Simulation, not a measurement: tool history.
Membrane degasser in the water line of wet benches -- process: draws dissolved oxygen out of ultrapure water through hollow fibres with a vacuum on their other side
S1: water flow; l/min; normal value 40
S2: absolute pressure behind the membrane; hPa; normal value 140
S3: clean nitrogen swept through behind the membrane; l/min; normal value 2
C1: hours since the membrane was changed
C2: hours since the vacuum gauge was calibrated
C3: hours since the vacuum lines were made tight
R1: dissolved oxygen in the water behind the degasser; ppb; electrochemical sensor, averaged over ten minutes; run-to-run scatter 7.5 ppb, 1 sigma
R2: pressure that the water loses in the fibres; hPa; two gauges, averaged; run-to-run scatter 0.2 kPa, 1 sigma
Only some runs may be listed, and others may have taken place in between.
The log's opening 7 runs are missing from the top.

run    hour  S1   S2    S3    C1    C2    C3      R1     R2
  8   854.5  40  140  2.76  6220  4355   829   646.3  421.4
  9  1023.5  40  140     2  6389  4524   998   752.1  418.5
 10  1132.3  40  140     2  6498  4633  1107   741.7  418.7
 11    1206  40  140     2  6571  4706  1180   734.7  421.6
 12  1329.8  40  140  1.67  6695  4830  1304   820.1  419.9
 13  1410.3  40  232  1.67  6775  4911  1384  1196.6  418.7
 14    1571  40  140  3.07  6936  5071  1545   625.1  423.5
     1627.9  -- vacuum gauge calibrated
 15  1696.4  40  305  3.07  7061    68  1670  1021.3  418.6
 16  1828.4  40  140     2  7193   201  1802   748.4  422.5
 17  1971.8  40  174     2  7337   344  1946   877.6    424
 18  2113.1  49  119  2.27  7478   485  2087     887  517.8
 19  2217.7  49  119  2.27  7582   590  2191   888.5  518.9
 20  2290.6  49  119  2.27  7655   663  2264   881.2  515.6
 21  2396.3  33  136  3.74  7761   768  2370   385.1  350.5
 22  2554.1  33  136  3.74  7919   926  2528   386.7  352.6
 23  2671.5  43  140     2  8036  1044  2645   838.1  455.1

The next listed run, before its measurement:
 24  2806.1  29  161   2  8171  1178  2780   ?   ?

R1: 513.1 ppb
R2: 306.1 hPa
With no hidden state in the tool, this same run would have given R1 512.5 ppb, R2 301.2 hPa.
